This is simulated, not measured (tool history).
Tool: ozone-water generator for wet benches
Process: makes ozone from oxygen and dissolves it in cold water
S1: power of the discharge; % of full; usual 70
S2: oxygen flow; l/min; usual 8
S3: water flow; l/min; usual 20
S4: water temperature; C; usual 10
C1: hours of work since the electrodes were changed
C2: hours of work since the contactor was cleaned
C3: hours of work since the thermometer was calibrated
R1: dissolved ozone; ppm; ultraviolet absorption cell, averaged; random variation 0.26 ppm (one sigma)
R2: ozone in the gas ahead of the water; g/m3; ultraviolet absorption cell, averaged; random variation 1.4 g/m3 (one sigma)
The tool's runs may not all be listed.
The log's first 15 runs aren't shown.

run 16 hour=2053.6 | S1=70 S2=9.18 S3=20 S4=10 | C1=8022 C2=1657 C3=5358 | R1=40.1 R2=245.9
run 17 hour=2136.4 | S1=70 S2=9.18 S3=20 S4=10 | C1=8098 C2=1732 C3=5433 | R1=40.2 R2=247.3
run 18 hour=2252.8 | S1=77 S2=8 S3=20 S4=10 | C1=8203 C2=1838 C3=5539 | R1=42.1 R2=279.6
-- hour=2330.2 water thermometer calibrated
run 19 hour=2394.1 | S1=70 S2=8 S3=14 S4=10 | C1=8332 C2=1966 C3=58 | R1=52 R2=264.5
run 20 hour=2543.5 | S1=47 S2=12.52 S3=20 S4=10 | C1=8467 C2=2102 C3=194 | R1=31.4 R2=171
run 21 hour=2658.2 | S1=76 S2=4.93 S3=25 S4=18 | C1=8572 C2=2206 C3=298 | R1=30.5 R2=360.6
run 22 hour=2816.4 | S1=70 S2=8 S3=18 S4=10 | C1=8715 C2=2350 C3=442 | R1=43.6 R2=263.5
-- hour=2949.1 electrodes of the discharge changed
run 23 hour=2985.6 | S1=70 S2=6.04 S3=20 S4=13 | C1=33 C2=2499 C3=590 | R1=39.1 R2=310.8
run 24 hour=3126.3 | S1=70 S2=6.04 S3=20 S4=13 | C1=161 C2=2626 C3=718 | R1=38.7 R2=308.4
run 25 hour=3284.9 | S1=70 S2=6.04 S3=20 S4=13 | C1=305 C2=2771 C3=863 | R1=38.9 R2=313.3
run 26 hour=3360.4 | S1=70 S2=8.68 S3=20 S4=10 | C1=374 C2=2839 C3=931 | R1=40.2 R2=255.3
run 27 hour=3461 | S1=43 S2=8.68 S3=20 S4=10 | C1=465 C2=2931 C3=1023 | R1=31.7 R2=200.4
run 28 hour=3590.8 | S1=80 S2=12.54 S3=20 S4=10 | C1=583 C2=3049 C3=1141 | R1=41.2 R2=225.3
run 29 hour=3706 | S1=57 S2=6.69 S3=20 S4=10 | C1=688 C2=3154 C3=1246 | R1=36.5 R2=267.7
run 30 hour=3843.9 | S1=99 S2=8 S3=20 S4=10 | C1=814 C2=3279 C3=1371 | R1=47.9 R2=320
run 31 hour=3917.8 | S1=46 S2=4.36 S3=20 S4=10 | C1=881 C2=3346 C3=1438 | R1=32.1 R2=301.6
run 32 hour=4017.5 | S1=48 S2=4.31 S3=25 S4=6 | C1=971 C2=3437 C3=1529 | R1=27 R2=313.3
run 33 hour=4134.6 | S1=54 S2=8 S3=20 S4=16 | C1=1078 C2=3543 C3=1635 | R1=32 R2=234.5

4 ways to go on from here, each from the tool as it stands after run 33. What would each give?
run A hour=4209.4 | S1=54 S2=9.53 S3=18 S4=16 | C1=1146 C2=3611 C3=1703 | R1=? R2=?
run B hour=4209.4 | S1=43 S2=8 S3=20 S4=16 | C1=1146 C2=3611 C3=1703 | R1=? R2=?
run C hour=4209.4 | S1=54 S2=8 S3=28 S4=16 | C1=1146 C2=3611 C3=1703 | R1=? R2=?
run D hour=4209.4 | S1=70 S2=8 S3=13 S4=6 | C1=1146 C2=3611 C3=1703 | R1=? R2=?

run=A R1=33.6 R2=213.9
run=B R1=28.7 R2=210.8
run=C R1=24.4 R2=232.2
run=D R1=58.5 R2=265.8
Without the tool's hidden state the same runs would have given:
run=A R1=33.6 R2=214
run=B R1=28.7 R2=210.9
run=C R1=24.4 R2=232.4
run=D R1=58.6 R2=266

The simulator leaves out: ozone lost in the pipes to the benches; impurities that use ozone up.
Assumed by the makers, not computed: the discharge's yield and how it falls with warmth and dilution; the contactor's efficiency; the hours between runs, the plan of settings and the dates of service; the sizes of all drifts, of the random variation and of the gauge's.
